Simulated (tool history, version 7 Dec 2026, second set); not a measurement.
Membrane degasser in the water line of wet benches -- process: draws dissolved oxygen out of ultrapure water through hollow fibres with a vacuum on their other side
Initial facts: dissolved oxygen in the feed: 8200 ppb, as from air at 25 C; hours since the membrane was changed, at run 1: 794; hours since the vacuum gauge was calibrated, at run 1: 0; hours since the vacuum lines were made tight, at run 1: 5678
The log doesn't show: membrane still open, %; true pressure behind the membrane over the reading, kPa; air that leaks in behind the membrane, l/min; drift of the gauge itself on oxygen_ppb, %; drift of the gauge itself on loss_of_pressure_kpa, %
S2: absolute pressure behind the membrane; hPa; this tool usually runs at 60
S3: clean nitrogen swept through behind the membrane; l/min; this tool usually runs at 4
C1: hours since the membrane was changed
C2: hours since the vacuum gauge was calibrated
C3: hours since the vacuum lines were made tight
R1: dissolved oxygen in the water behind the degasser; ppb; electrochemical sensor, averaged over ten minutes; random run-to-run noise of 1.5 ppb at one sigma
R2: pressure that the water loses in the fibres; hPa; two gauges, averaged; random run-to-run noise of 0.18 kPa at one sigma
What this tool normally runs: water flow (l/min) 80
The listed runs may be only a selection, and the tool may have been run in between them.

Run 1, hour 0: usual settings; C1 794; C2 0; C3 5678. Result: R1 142.5 ppb, R2 339.3 hPa.
Run 2, hour 266: usual settings; C1 1060; C2 266; C3 5944. Result: R1 142.1 ppb, R2 341.4 hPa.
Run 3, hour 530.1: usual settings but water flow (l/min) 72; C1 1324; C2 530; C3 6208. Result: R1 125.9 ppb, R2 308.7 hPa.
Run 4, hour 825.5: usual settings but water flow (l/min) 72; C1 1619; C2 826; C3 6504. Result: R1 125.2 ppb, R2 308.6 hPa.
Run 5, hour 1124.7: usual settings but water flow (l/min) 72; C1 1919; C2 1125; C3 6803. Result: R1 128 ppb, R2 311.2 hPa.
At hour 1199.5: seals of the vacuum lines changed.
Run 6, hour 1376.6: usual settings but water flow (l/min) 72; C1 2169; C2 1375; C3 177. Result: R1 126.5 ppb, R2 310.7 hPa.
Run 7, hour 1497.5: usual settings but water flow (l/min) 72; C1 2289; C2 1496; C3 298. Result: R1 127.9 ppb, R2 307.4 hPa.
Run 8, hour 1764.9: usual settings; C1 2557; C2 1763; C3 565. Result: R1 142.7 ppb, R2 345.1 hPa.
Run 9, hour 1895.9: usual settings; C1 2688; C2 1894; C3 696. Result: R1 138.5 ppb, R2 345.2 hPa.
Run 10, hour 2086.5: usual settings; C1 2878; C2 2084; C3 887. Result: R1 143.3 ppb, R2 343.4 hPa.
Run 11, hour 2344.8: usual settings; C1 3137; C2 2343; C3 1145. Result: R1 141.6 ppb, R2 342.8 hPa.
Run 12, hour 2467.7: usual settings but water flow (l/min) 105, S2 63.8 hPa; C1 3260; C2 2466; C3 1268. Result: R1 210.3 ppb, R2 453.1 hPa.
Run 13, hour 2605.2: usual settings but water flow (l/min) 105, S2 44.7 hPa, S3 2.32 l/min; C1 3397; C2 2603; C3 1406. Result: R1 149.1 ppb, R2 458.6 hPa.
Run 14, hour 2879: usual settings but water flow (l/min) 105, S2 44.7 hPa, S3 2.32 l/min; C1 3671; C2 2877; C3 1680. Result: R1 147.8 ppb, R2 457.5 hPa.
Run 15, hour 3114.6: usual settings but water flow (l/min) 91, S2 40 hPa, S3 11.97 l/min; C1 3906; C2 3113; C3 1915. Result: R1 41.4 ppb, R2 398.4 hPa.
Run 16, hour 3323.6: usual settings but water flow (l/min) 91, S2 51.8 hPa, S3 5.66 l/min; C1 4116; C2 3322; C3 2124. Result: R1 98.5 ppb, R2 392.8 hPa.
Run 17, hour 3475.4: usual settings but water flow (l/min) 91, S2 51.8 hPa, S3 5.66 l/min; C1 4267; C2 3473; C3 2276. Result: R1 97.6 ppb, R2 395.7 hPa.
Run 18, hour 3750.7: usual settings but S2 142.1 hPa, S3 10.01 l/min; C1 4543; C2 3749; C3 2551. Result: R1 226.8 ppb, R2 348.3 hPa.
Run 19, hour 3877.1: usual settings but S2 142.1 hPa, S3 10.01 l/min; C1 4669; C2 3875; C3 2678. Result: R1 227.3 ppb, R2 349 hPa.
Run 20, hour 4159.5: usual settings but water flow (l/min) 69, S2 137.5 hPa, S3 10.01 l/min; C1 4951; C2 4157; C3 2960. Result: R1 183 ppb, R2 302.7 hPa.
Run 21, hour 4287.9: usual settings but water flow (l/min) 69, S2 137.5 hPa, S3 10.01 l/min; C1 5080; C2 4286; C3 3088. Result: R1 186 ppb, R2 302 hPa.

3 ways to go on from here, each from the tool as it stands after run 21. What would each give?
Run A, hour 4559.6: usual settings but water flow (l/min) 69, S2 137.5 hPa, S3 4.55 l/min; C1 5352; C2 4558; C3 3360. Result: R1 ?, R2 ?.
Run B, hour 4559.6: usual settings but water flow (l/min) 56, S2 69.7 hPa, S3 7.02 l/min; C1 5352; C2 4558; C3 3360. Result: R1 ?, R2 ?.
Run C, hour 4559.6: usual settings but water flow (l/min) 69, S2 118.1 hPa, S3 3.5 l/min; C1 5352; C2 4558; C3 3360. Result: R1 ?, R2 ?.

run     R1     R2
  A  366.4    303
  B   78.3  244.9
  C  380.2  302.9
What these runs would have given with no unlogged condition in the tool:
run     R1     R2
  A  366.3  294.9
  B   78.2  238.4
  C    380  294.8
